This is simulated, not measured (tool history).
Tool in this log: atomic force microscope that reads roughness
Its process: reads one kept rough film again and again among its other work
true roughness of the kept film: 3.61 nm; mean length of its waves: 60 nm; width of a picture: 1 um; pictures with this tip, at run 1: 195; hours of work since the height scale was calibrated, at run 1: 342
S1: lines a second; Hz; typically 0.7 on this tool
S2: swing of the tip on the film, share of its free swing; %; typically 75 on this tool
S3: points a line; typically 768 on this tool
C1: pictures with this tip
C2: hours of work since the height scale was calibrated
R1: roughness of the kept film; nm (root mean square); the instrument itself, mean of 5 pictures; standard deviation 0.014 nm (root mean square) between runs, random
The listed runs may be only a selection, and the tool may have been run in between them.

Run 1, day 0: usual settings; C1 195; C2 342. Result: R1 3.37 nm (root mean square).
Run 2, day 0.612: usual settings but S3 519; C1 222; C2 352. Result: R1 3.382 nm (root mean square).
At day 0.692: new tip fitted.
Run 3, day 1.096: usual settings; C1 18; C2 361. Result: R1 3.392 nm (root mean square).
Run 4, day 1.529: usual settings; C1 37; C2 368. Result: R1 3.394 nm (root mean square).
Run 5, day 2.042: usual settings; C1 60; C2 377. Result: R1 3.395 nm (root mean square).
Run 6, day 2.712: usual settings; C1 90; C2 389. Result: R1 3.364 nm (root mean square).
Run 7, day 3.129: usual settings; C1 108; C2 396. Result: R1 3.383 nm (root mean square).
Run 8, day 3.638: usual settings but S1 3.778 Hz, S3 367; C1 131; C2 405. Result: R1 2.813 nm (root mean square).
Run 9, day 4.308: usual settings but S1 2.618 Hz, S2 58 %, S3 355; C1 160; C2 416. Result: R1 3.322 nm (root mean square).
Run 10, day 4.979: usual settings but S1 0.55 Hz, S3 861; C1 190; C2 428. Result: R1 3.397 nm (root mean square).
Run 11, day 5.304: usual settings but S1 1.8 Hz, S2 82 %, S3 543; C1 205; C2 434. Result: R1 3.001 nm (root mean square).
At day 5.792: new tip fitted.
Run 12, day 5.829: usual settings but S1 0.969 Hz, S2 73 %, S3 488; C1 2; C2 442. Result: R1 3.359 nm (root mean square).
Run 13, day 6.342: usual settings but S1 3.861 Hz, S3 650; C1 25; C2 451. Result: R1 2.821 nm (root mean square).

What if the next run were any one of these 3? Each begins from the tool's condition after run 13:
Run A, day 6.846: usual settings but S2 55 %; C1 47; C2 460. Result: R1 ?.
Run B, day 6.846: usual settings but S1 3.861 Hz, S2 87 %, S3 650; C1 47; C2 460. Result: R1 ?.
Run C, day 6.846: usual settings but S1 2.295 Hz, S2 57 %, S3 543; C1 47; C2 460. Result: R1 ?.

run     R1
  A  3.483
  B  2.423
  C  3.372
Had the tool no hidden state, the same runs would have come out as:
run     R1
  A  3.484
  B  2.424
  C  3.374
